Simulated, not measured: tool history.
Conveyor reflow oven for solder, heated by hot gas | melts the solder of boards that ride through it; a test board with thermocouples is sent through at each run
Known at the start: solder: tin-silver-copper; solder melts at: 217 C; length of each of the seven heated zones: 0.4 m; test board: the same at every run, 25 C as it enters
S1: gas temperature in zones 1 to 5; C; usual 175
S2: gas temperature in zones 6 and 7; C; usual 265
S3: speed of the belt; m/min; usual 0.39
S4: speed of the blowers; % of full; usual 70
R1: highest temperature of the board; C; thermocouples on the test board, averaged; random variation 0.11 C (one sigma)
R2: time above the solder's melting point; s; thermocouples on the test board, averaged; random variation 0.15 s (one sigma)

| run | hour | S1 | S2 | S3 | S4 | R1 | R2 |
|---|---|---|---|---|---|---|---|
| 1 | 0 | 175 | 265 | 0.39 | 70 | 254.1 | 96.8 |
| 2 | 7.3 | 175 | 265 | 0.39 | 70 | 253.9 | 96.4 |
| 3 | 13.7 | 175 | 265 | 0.39 | 70 | 254 | 96.5 |
| 4 | 20.9 | 175 | 265 | 0.39 | 70 | 253.9 | 96.9 |
| 5 | 27 | 175 | 265 | 0.378 | 70 | 254.6 | 100.9 |
| 6 | 33.9 | 175 | 265 | 0.378 | 70 | 254.6 | 101.1 |
| 7 | 39.8 | 175 | 265 | 0.378 | 70 | 254.7 | 101 |
| 8 | 43.6 | 175 | 259 | 0.39 | 70 | 248.3 | 90.6 |
| 9 | 50.2 | 175 | 265 | 0.443 | 70 | 250.5 | 80.2 |
| 10 | 59.5 | 175 | 265 | 0.359 | 70 | 255.8 | 107.9 |
| 11 | 63.4 | 175 | 265 | 0.359 | 70 | 255.7 | 108.3 |
| 12 | 72.6 | 177 | 265 | 0.39 | 70 | 254.2 | 97.8 |
|  | 78.3 | flux residue cleaned out of gas plates and filters |
| 13 | 86.2 | 170 | 265 | 0.39 | 70 | 252.1 | 91.3 |
| 14 | 94.1 | 170 | 265 | 0.39 | 70 | 252.1 | 91.4 |
| 15 | 98.8 | 170 | 265 | 0.39 | 70 | 252.2 | 91.4 |
|  | 106.3 | flux residue cleaned out of gas plates and filters, once more |
| 16 | 112.9 | 182 | 275 | 0.39 | 53 | 263.5 | 108.8 |
| 17 | 117.7 | 168 | 275 | 0.39 | 70 | 264.1 | 102.5 |
| 18 | 124.7 | 179 | 265 | 0.39 | 70 | 255.9 | 101.6 |
| 19 | 128.9 | 174 | 274 | 0.356 | 85 | 267.3 | 119.5 |
| 20 | 136.8 | 175 | 265 | 0.458 | 70 | 251.4 | 79 |
| 21 | 145.8 | 175 | 267 | 0.444 | 70 | 253.9 | 84 |
| 22 | 152.8 | 175 | 265 | 0.39 | 69 | 255.1 | 99 |
| 23 | 161.6 | 175 | 265 | 0.373 | 70 | 256.2 | 104.9 |

Run 24 comes next. What will it give?
| 24 | 167 | 175 | 265 | 0.373 | 70 | ? | ? |

{"run 24": {"R1": 256.5, "R2": 105}}
Without the tool's hidden state the same run would have given R1 256.7 C, R2 105.4 s.
